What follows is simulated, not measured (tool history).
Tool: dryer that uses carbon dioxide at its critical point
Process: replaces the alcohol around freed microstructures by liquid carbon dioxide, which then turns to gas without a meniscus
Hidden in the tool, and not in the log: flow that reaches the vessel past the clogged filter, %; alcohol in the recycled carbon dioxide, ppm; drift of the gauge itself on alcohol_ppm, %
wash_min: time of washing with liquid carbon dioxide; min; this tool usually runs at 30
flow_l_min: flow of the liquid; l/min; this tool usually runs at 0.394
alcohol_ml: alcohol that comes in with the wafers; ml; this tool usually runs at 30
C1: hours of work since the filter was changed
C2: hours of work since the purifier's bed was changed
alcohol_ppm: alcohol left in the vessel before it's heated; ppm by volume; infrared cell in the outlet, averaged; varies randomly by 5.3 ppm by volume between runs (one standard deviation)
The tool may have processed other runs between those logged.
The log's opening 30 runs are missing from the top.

{"run": 31, "hour": 613.7, "wash_min": 20, "flow_l_min": 0.635, "alcohol_ml": 25, "C1": 337, "C2": 337, "alcohol_ppm": 155}
{"run": 32, "hour": 632.9, "wash_min": 34, "flow_l_min": 0.24, "alcohol_ml": 46, "C1": 346, "C2": 346, "alcohol_ppm": 994}
{"run": 33, "hour": 645.3, "wash_min": 34, "flow_l_min": 0.24, "alcohol_ml": 46, "C1": 351, "C2": 351, "alcohol_ppm": 1016}
{"hour": 654.8, "done": "inlet filter changed"}
{"run": 34, "hour": 663.9, "wash_min": 34, "flow_l_min": 0.24, "alcohol_ml": 46, "C1": 4, "C2": 359, "alcohol_ppm": 805}
{"run": 35, "hour": 686.3, "wash_min": 37, "flow_l_min": 0.487, "alcohol_ml": 26, "C1": 14, "C2": 368, "alcohol_ppm": 76}
{"run": 36, "hour": 715.5, "wash_min": 31, "flow_l_min": 0.42, "alcohol_ml": 23, "C1": 26, "C2": 381, "alcohol_ppm": 113}
{"run": 37, "hour": 745.5, "wash_min": 31, "flow_l_min": 0.362, "alcohol_ml": 23, "C1": 39, "C2": 394, "alcohol_ppm": 179}
{"run": 38, "hour": 775.1, "wash_min": 31, "flow_l_min": 0.442, "alcohol_ml": 25, "C1": 52, "C2": 407, "alcohol_ppm": 119}
{"run": 39, "hour": 788.3, "wash_min": 30, "flow_l_min": 0.521, "alcohol_ml": 46, "C1": 58, "C2": 412, "alcohol_ppm": 116}
{"run": 40, "hour": 807.1, "wash_min": 25, "flow_l_min": 0.394, "alcohol_ml": 30, "C1": 66, "C2": 421, "alcohol_ppm": 343}

Each row is a separate what-if for the run after 40, all from the same tool condition, not one after another. Results?
{"run": "A", "hour": 836.6, "wash_min": 29, "flow_l_min": 0.488, "alcohol_ml": 40, "C1": 79, "C2": 433, "alcohol_ppm": "?"}
{"run": "B", "hour": 836.6, "wash_min": 30, "flow_l_min": 0.394, "alcohol_ml": 114, "C1": 79, "C2": 433, "alcohol_ppm": "?"}
{"run": "C", "hour": 836.6, "wash_min": 28, "flow_l_min": 0.394, "alcohol_ml": 36, "C1": 79, "C2": 433, "alcohol_ppm": "?"}
{"run": "D", "hour": 836.6, "wash_min": 20, "flow_l_min": 0.394, "alcohol_ml": 30, "C1": 79, "C2": 433, "alcohol_ppm": "?"}
{"run": "E", "hour": 836.6, "wash_min": 22, "flow_l_min": 0.589, "alcohol_ml": 53, "C1": 79, "C2": 433, "alcohol_ppm": "?"}

run=A alcohol_ppm=143
run=B alcohol_ppm=540
run=C alcohol_ppm=274
run=D alcohol_ppm=662
run=E alcohol_ppm=221
The same runs, with their run-to-run variation unchanged, on a tool lacking any hidden condition would have given:
run=A alcohol_ppm=69
run=B alcohol_ppm=434
run=C alcohol_ppm=190
run=D alcohol_ppm=562
run=E alcohol_ppm=139

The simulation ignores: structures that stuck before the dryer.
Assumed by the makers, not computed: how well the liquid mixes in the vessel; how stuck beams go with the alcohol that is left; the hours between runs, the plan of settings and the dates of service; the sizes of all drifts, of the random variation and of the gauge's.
